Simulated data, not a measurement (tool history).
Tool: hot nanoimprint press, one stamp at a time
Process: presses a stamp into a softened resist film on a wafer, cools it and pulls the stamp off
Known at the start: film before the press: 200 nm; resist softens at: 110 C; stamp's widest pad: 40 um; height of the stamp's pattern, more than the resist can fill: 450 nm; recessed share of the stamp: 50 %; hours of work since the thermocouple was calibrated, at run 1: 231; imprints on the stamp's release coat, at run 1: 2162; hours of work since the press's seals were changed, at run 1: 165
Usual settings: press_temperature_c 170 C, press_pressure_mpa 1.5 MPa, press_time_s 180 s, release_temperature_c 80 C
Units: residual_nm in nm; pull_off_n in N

run	day	press_temperature_c	press_pressure_mpa	press_time_s	release_temperature_c	hours of work since the thermocouple was calibrated	imprints on the stamp's release coat	hours of work since the press's seals were changed	residual_nm	pull_off_n
1	0	170	1.5	180	80	231	2162	165	85.7	338
2	0.417	170	1.5	180	80	235	2177	169	85.8	330
3	1.154	170	1.5	180	80	243	2202	177	86.7	334
4	1.554	174	1.5	180	80	247	2216	181	69	326
5	1.946	170	1.5	180	85	251	2229	185	86.3	294
6	2.546	170	1.5	180	80	258	2250	192	86.5	335
7	3.012	170	1.5	180	80	263	2266	197	86.9	339
8	3.342	170	1.5	180	80	266	2277	200	87	344
9	4.121	170	1.5	180	80	274	2304	208	87.4	344
# day 5.079: stamp cleaned and given a new release coat
# day 5.25: plate thermocouple calibrated
10	5.271	170	1.5	180	80	0	2	216	79.6	217
11	5.867	170	1.5	175	80	7	22	223	82	220
12	6.333	170	1.5	283	80	11	39	228	66.8	226
13	6.912	170	1.5	283	80	18	58	234	67.2	218
14	7.471	170	1.5	316	80	23	78	240	65	214
15	7.933	170	1.5	161	80	28	94	245	84.8	226
16	8.567	180	1.87	248	72	35	115	251	34.9	268
17	9.05	173	1.89	134	83	40	132	256	70.7	209
18	9.392	169	1.31	180	80	44	144	260	91.8	220
19	9.733	170	1.5	334	67	47	156	263	63	311
20	10.508	159	1.5	104	80	55	182	272	162.7	230
21	11.25	159	1.23	227	81	63	208	279	144.7	232
22	11.638	180	1.5	233	65	67	221	283	41.2	317
23	12.342	170	1.5	263	69	75	246	291	70.5	295
24	12.796	170	1.1	180	74	79	261	296	94.4	270
25	13.279	170	1.1	180	74	85	278	301	94	267
26	13.988	161	1.5	180	80	92	302	308	134	241
27	14.354	161	1.5	180	80	96	315	312	133.1	229
28	14.908	170	2.11	96	80	102	334	318	92.6	235
29	15.654	174	1.5	180	81	110	360	326	65.9	237

Forecast each of these 3 alternatives for the next run:
A	16.346	165	1.5	180	81	117	384	333	?	?
B	16.346	170	1.15	315	69	117	384	333	?	?
C	16.346	170	1.5	136	80	117	384	333	?	?

run	residual_nm	pull_off_n
A	109.8	235
B	73.7	313
C	92.1	239
Without the tool's hidden state the same runs would have given:
run	residual_nm	pull_off_n
A	105.3	214
B	70.5	286
C	88.2	218

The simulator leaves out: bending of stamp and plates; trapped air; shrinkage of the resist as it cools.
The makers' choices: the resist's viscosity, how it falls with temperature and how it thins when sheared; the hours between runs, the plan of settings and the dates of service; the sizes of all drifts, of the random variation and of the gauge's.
